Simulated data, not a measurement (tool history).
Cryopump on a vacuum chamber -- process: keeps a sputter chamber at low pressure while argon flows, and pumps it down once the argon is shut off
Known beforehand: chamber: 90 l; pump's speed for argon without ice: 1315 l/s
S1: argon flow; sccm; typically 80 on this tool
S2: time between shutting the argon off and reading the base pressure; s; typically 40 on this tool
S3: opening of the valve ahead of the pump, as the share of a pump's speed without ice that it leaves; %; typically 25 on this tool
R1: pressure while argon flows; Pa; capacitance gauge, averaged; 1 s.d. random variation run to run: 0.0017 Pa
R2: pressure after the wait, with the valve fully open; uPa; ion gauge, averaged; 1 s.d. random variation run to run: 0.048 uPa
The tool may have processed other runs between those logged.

{"run": 1, "hour": 0.0, "S1": 80, "S2": 40, "S3": 25, "R1": 0.4206, "R2": 3.08}
{"run": 2, "hour": 21.8, "S1": 80, "S2": 40, "S3": 25, "R1": 0.4214, "R2": 3.14}
{"run": 3, "hour": 33.9, "S1": 80, "S2": 80, "S3": 25, "R1": 0.4227, "R2": 1.82}
{"run": 4, "hour": 54.4, "S1": 80, "S2": 46, "S3": 25, "R1": 0.4202, "R2": 2.8}
{"run": 5, "hour": 71.6, "S1": 80, "S2": 110, "S3": 25, "R1": 0.4252, "R2": 1.5}
{"run": 6, "hour": 91.4, "S1": 63, "S2": 40, "S3": 25, "R1": 0.3341, "R2": 3.18}
{"run": 7, "hour": 114.8, "S1": 63, "S2": 40, "S3": 25, "R1": 0.3335, "R2": 3.18}
{"run": 8, "hour": 133.2, "S1": 63, "S2": 40, "S3": 25, "R1": 0.338, "R2": 3.19}
{"run": 9, "hour": 154.6, "S1": 34, "S2": 291, "S3": 28, "R1": 0.1644, "R2": 0.87}
{"run": 10, "hour": 168.8, "S1": 34, "S2": 291, "S3": 28, "R1": 0.1631, "R2": 0.9}
{"run": 11, "hour": 190.0, "S1": 59, "S2": 135, "S3": 19, "R1": 0.4106, "R2": 1.37}
{"run": 12, "hour": 209.8, "S1": 80, "S2": 277, "S3": 25, "R1": 0.4273, "R2": 0.9}
{"run": 13, "hour": 231.1, "S1": 80, "S2": 277, "S3": 25, "R1": 0.4316, "R2": 0.93}
{"run": 14, "hour": 252.0, "S1": 80, "S2": 140, "S3": 27, "R1": 0.4017, "R2": 1.28}
{"run": 15, "hour": 270.9, "S1": 80, "S2": 140, "S3": 27, "R1": 0.4026, "R2": 1.34}

Had the tool no unlogged condition, and each run kept its random variation, what would the results have been?
Hidden state present: pump's speed, % of a pump's without ice; cold plate's temperature, K; leak into the chamber, uPa l/s; drift of the gauge itself on working_pa, %; drift of the gauge itself on base_upa, %.
run=1 R1=0.4103 R2=2.85
run=2 R1=0.4103 R2=2.90
run=3 R1=0.4110 R2=1.58
run=4 R1=0.4078 R2=2.56
run=5 R1=0.4120 R2=1.24
run=6 R1=0.3232 R2=2.92
run=7 R1=0.3218 R2=2.91
run=8 R1=0.3254 R2=2.92
run=9 R1=0.1573 R2=0.59
run=10 R1=0.1557 R2=0.61
run=11 R1=0.3971 R2=1.06
run=12 R1=0.4082 R2=0.60
run=13 R1=0.4115 R2=0.62
run=14 R1=0.3805 R2=0.97
run=15 R1=0.3806 R2=1.02
